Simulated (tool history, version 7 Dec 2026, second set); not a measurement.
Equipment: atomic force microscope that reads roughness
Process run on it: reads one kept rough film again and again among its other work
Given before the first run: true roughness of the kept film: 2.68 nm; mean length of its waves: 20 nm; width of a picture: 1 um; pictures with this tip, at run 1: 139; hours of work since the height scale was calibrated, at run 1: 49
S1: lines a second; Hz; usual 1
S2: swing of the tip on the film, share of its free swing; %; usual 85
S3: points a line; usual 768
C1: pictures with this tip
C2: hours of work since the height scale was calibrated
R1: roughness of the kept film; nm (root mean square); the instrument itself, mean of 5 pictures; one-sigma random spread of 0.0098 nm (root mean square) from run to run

run 1 hour=0 | S1=1 S2=85 S3=768 | C1=139 C2=49 | R1=2.009
run 2 hour=15.1 | S1=1 S2=85 S3=768 | C1=159 C2=56 | R1=1.999
-- hour=17.6 new tip fitted
run 3 hour=30.2 | S1=1 S2=85 S3=768 | C1=17 C2=63 | R1=2.191
run 4 hour=52.2 | S1=1 S2=85 S3=768 | C1=46 C2=73 | R1=2.122
run 5 hour=63.7 | S1=1 S2=70 S3=768 | C1=61 C2=79 | R1=2.165
run 6 hour=85 | S1=1 S2=70 S3=768 | C1=88 C2=89 | R1=2.118
run 7 hour=101.3 | S1=1 S2=70 S3=768 | C1=110 C2=96 | R1=2.083
run 8 hour=121.1 | S1=1 S2=70 S3=768 | C1=136 C2=105 | R1=2.049
run 9 hour=137.5 | S1=1.43 S2=85 S3=768 | C1=157 C2=113 | R1=1.909
-- hour=141.1 new tip fitted
run 10 hour=148.9 | S1=1.43 S2=85 S3=768 | C1=10 C2=118 | R1=2.164
run 11 hour=170.2 | S1=1.43 S2=85 S3=768 | C1=38 C2=128 | R1=2.104
run 12 hour=185.6 | S1=1.05 S2=85 S3=768 | C1=58 C2=135 | R1=2.122
run 13 hour=200.4 | S1=1.9 S2=72 S3=316 | C1=78 C2=142 | R1=2.023
run 14 hour=210.8 | S1=1 S2=61 S3=768 | C1=91 C2=147 | R1=2.14
run 15 hour=226.5 | S1=1 S2=61 S3=768 | C1=112 C2=154 | R1=2.094
run 16 hour=248.7 | S1=1 S2=65 S3=768 | C1=141 C2=164 | R1=2.053
run 17 hour=262.8 | S1=1.86 S2=65 S3=768 | C1=159 C2=171 | R1=1.986
-- hour=264.5 new tip fitted
run 18 hour=285.5 | S1=0.8 S2=85 S3=555 | C1=27 C2=181 | R1=2.198
run 19 hour=302.9 | S1=1 S2=78 S3=704 | C1=50 C2=189 | R1=2.19

Table of differences, measured result less the result of that run with no hidden state. Run-to-run variation is the same in both. Gauge scatter possibly is not:
The hidden state here: radius of the tip, nm; height scale over the true one, %; drift of the gauge itself on roughness_nm, %.
run=1 R1=-0.22
run=2 R1=-0.257
run=3 R1=-0.05
run=4 R1=-0.103
run=5 R1=-0.132
run=6 R1=-0.184
run=7 R1=-0.222
run=8 R1=-0.262
run=9 R1=-0.278
run=10 R1=-0.032
run=11 R1=-0.085
run=12 R1=-0.128
run=13 R1=-0.157
run=14 R1=-0.19
run=15 R1=-0.227
run=16 R1=-0.271
run=17 R1=-0.291
run=18 R1=-0.055
run=19 R1=-0.098
